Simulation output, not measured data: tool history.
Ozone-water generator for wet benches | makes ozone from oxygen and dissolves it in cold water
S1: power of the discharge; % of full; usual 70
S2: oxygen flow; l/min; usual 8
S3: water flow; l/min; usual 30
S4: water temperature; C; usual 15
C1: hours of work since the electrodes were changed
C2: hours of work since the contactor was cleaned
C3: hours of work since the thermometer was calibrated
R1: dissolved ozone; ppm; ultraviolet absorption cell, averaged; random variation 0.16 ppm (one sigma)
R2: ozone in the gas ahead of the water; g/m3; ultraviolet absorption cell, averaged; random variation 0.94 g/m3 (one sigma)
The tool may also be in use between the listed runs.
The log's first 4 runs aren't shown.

| run | day | S1 | S2 | S3 | S4 | C1 | C2 | C3 | R1 | R2 |
|---|---|---|---|---|---|---|---|---|---|---|
| 5 | 3.225 | 87 | 8 | 22 | 15 | 799 | 2416 | 2868 | 27.9 | 180.8 |
| 6 | 4.342 | 70 | 8 | 30 | 15 | 816 | 2433 | 2886 | 19.3 | 155.3 |
| 7 | 5.808 | 70 | 8 | 30 | 15 | 839 | 2456 | 2909 | 19.3 | 155.9 |
| 8 | 6.942 | 70 | 8 | 30 | 15 | 857 | 2474 | 2927 | 19.2 | 154.3 |
| 9 | 7.704 | 70 | 8 | 30 | 15 | 869 | 2486 | 2938 | 19.3 | 156.2 |
| 10 | 9.133 | 70 | 8 | 30 | 15 | 891 | 2508 | 2961 | 19.3 | 153.7 |
| 11 | 10.329 | 70 | 8 | 30 | 15 | 910 | 2527 | 2979 | 19.2 | 154.5 |
| 12 | 11.475 | 70 | 8 | 30 | 15 | 928 | 2545 | 2997 | 18.9 | 153.1 |
| 13 | 12.867 | 70 | 8 | 30 | 10 | 949 | 2566 | 3019 | 20.2 | 156.1 |
| 14 | 14.233 | 70 | 8 | 30 | 10 | 971 | 2588 | 3041 | 20.4 | 154.4 |
| 15 | 15.708 | 70 | 8 | 22 | 10 | 994 | 2611 | 3064 | 25.5 | 154 |
| 16 | 16.796 | 70 | 8 | 22 | 10 | 1011 | 2628 | 3081 | 25.2 | 154.2 |
| 17 | 18.221 | 70 | 8.98 | 32 | 8 | 1033 | 2650 | 3103 | 19.5 | 144.9 |
| 18 | 19.162 | 64 | 8 | 22 | 15 | 1048 | 2665 | 3118 | 22.1 | 144.4 |
| 19 | 20.167 | 49 | 8 | 30 | 12 | 1064 | 2681 | 3133 | 14.9 | 119.5 |
| 20 | 21.296 | 49 | 8 | 30 | 12 | 1081 | 2698 | 3151 | 15.5 | 117.9 |
| 21 | 22.383 | 70 | 4.59 | 44 | 14 | 1098 | 2715 | 3168 | 12.8 | 212.8 |
| 22 | 23.6 | 70 | 4.59 | 44 | 14 | 1117 | 2734 | 3187 | 12.9 | 209.7 |

Run 23 comes next. What will it give?
| 23 | 24.858 | 70 | 4.59 | 44 | 14 | 1137 | 2754 | 3207 | ? | ? |

R1: 12.9 ppm
R2: 211 g/m3
Without the tool's hidden state the same run would have given R1 14 ppm, R2 217.9 g/m3.

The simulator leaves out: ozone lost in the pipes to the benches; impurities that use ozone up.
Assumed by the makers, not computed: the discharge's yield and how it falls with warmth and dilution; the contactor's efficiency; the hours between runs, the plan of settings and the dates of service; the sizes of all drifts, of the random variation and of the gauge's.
